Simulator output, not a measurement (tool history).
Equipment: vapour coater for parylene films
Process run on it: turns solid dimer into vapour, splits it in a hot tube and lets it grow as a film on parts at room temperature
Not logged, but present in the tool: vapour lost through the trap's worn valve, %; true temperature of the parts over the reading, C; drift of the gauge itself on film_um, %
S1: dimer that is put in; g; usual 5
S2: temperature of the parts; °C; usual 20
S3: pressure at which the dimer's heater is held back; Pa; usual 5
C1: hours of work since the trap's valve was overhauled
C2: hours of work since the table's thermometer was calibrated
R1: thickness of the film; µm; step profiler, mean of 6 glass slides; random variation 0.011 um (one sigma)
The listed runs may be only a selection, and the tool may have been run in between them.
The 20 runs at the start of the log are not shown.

-- hour=584.7 trap's valve overhauled
run 21 hour=611.4 | S1=5 S2=20 S3=5 | C1=21 C2=1171 | R1=1.83
run 22 hour=631.4 | S1=5 S2=20 S3=5 | C1=36 C2=1187 | R1=1.82
run 23 hour=669 | S1=5 S2=20 S3=5 | C1=66 C2=1216 | R1=1.8
run 24 hour=686.6 | S1=7 S2=19 S3=4.13 | C1=80 C2=1230 | R1=2.72
run 25 hour=716.1 | S1=7 S2=19 S3=4.13 | C1=103 C2=1253 | R1=2.7
run 26 hour=751.6 | S1=7 S2=19 S3=4.13 | C1=130 C2=1281 | R1=2.66
run 27 hour=772.6 | S1=7 S2=16 S3=4.13 | C1=147 C2=1297 | R1=2.87
run 28 hour=796.2 | S1=7 S2=16 S3=4.13 | C1=165 C2=1316 | R1=2.88
run 29 hour=817.6 | S1=5 S2=22 S3=7.81 | C1=182 C2=1332 | R1=1.54
run 30 hour=834.9 | S1=5 S2=16 S3=5 | C1=195 C2=1346 | R1=1.97
run 31 hour=859.9 | S1=3 S2=13 S3=5 | C1=215 C2=1365 | R1=1.27
run 32 hour=889.8 | S1=5 S2=21 S3=4.4 | C1=238 C2=1389 | R1=1.75
run 33 hour=911.7 | S1=3 S2=17 S3=9.2 | C1=255 C2=1406 | R1=1
run 34 hour=947 | S1=3 S2=17 S3=9.2 | C1=283 C2=1433 | R1=0.99
run 35 hour=972.1 | S1=5 S2=16 S3=9.18 | C1=303 C2=1453 | R1=1.7
run 36 hour=1002.7 | S1=5 S2=16 S3=9.18 | C1=326 C2=1477 | R1=1.7
run 37 hour=1029.3 | S1=5 S2=16 S3=9.18 | C1=347 C2=1498 | R1=1.7
run 38 hour=1062.1 | S1=3 S2=16 S3=7.54 | C1=373 C2=1523 | R1=1.04
run 39 hour=1084.1 | S1=3 S2=16 S3=7.54 | C1=390 C2=1540 | R1=1.05
run 40 hour=1107.7 | S1=3 S2=16 S3=7.54 | C1=408 C2=1559 | R1=1.05
run 41 hour=1146.2 | S1=3 S2=25 S3=7.54 | C1=439 C2=1589 | R1=0.82
-- hour=1158 trap's valve overhauled
run 42 hour=1176.7 | S1=9 S2=20 S3=5 | C1=15 C2=1610 | R1=3.32
run 43 hour=1194.2 | S1=6 S2=20 S3=11.96 | C1=28 C2=1623 | R1=1.86
run 44 hour=1229.4 | S1=3 S2=29 S3=3.05 | C1=56 C2=1651 | R1=0.96
run 45 hour=1264.8 | S1=3 S2=29 S3=4.01 | C1=83 C2=1678 | R1=0.91

5 ways to go on from here, each from the tool as it stands after run 45. What would each give?
run A hour=1299.8 | S1=5 S2=26 S3=5 | C1=111 C2=1706 | R1=?
run B hour=1299.8 | S1=3 S2=14 S3=2.42 | C1=111 C2=1706 | R1=?
run C hour=1299.8 | S1=3 S2=29 S3=4.5 | C1=111 C2=1706 | R1=?
run D hour=1299.8 | S1=7 S2=17 S3=4.41 | C1=111 C2=1706 | R1=?
run E hour=1299.8 | S1=3 S2=19 S3=4.03 | C1=111 C2=1706 | R1=?

run=A R1=1.58
run=B R1=1.46
run=C R1=0.89
run=D R1=2.82
run=E R1=1.16
Without the tool's hidden state the same runs would have given:
run=A R1=1.58
run=B R1=1.46
run=C R1=0.89
run=D R1=2.81
run=E R1=1.16
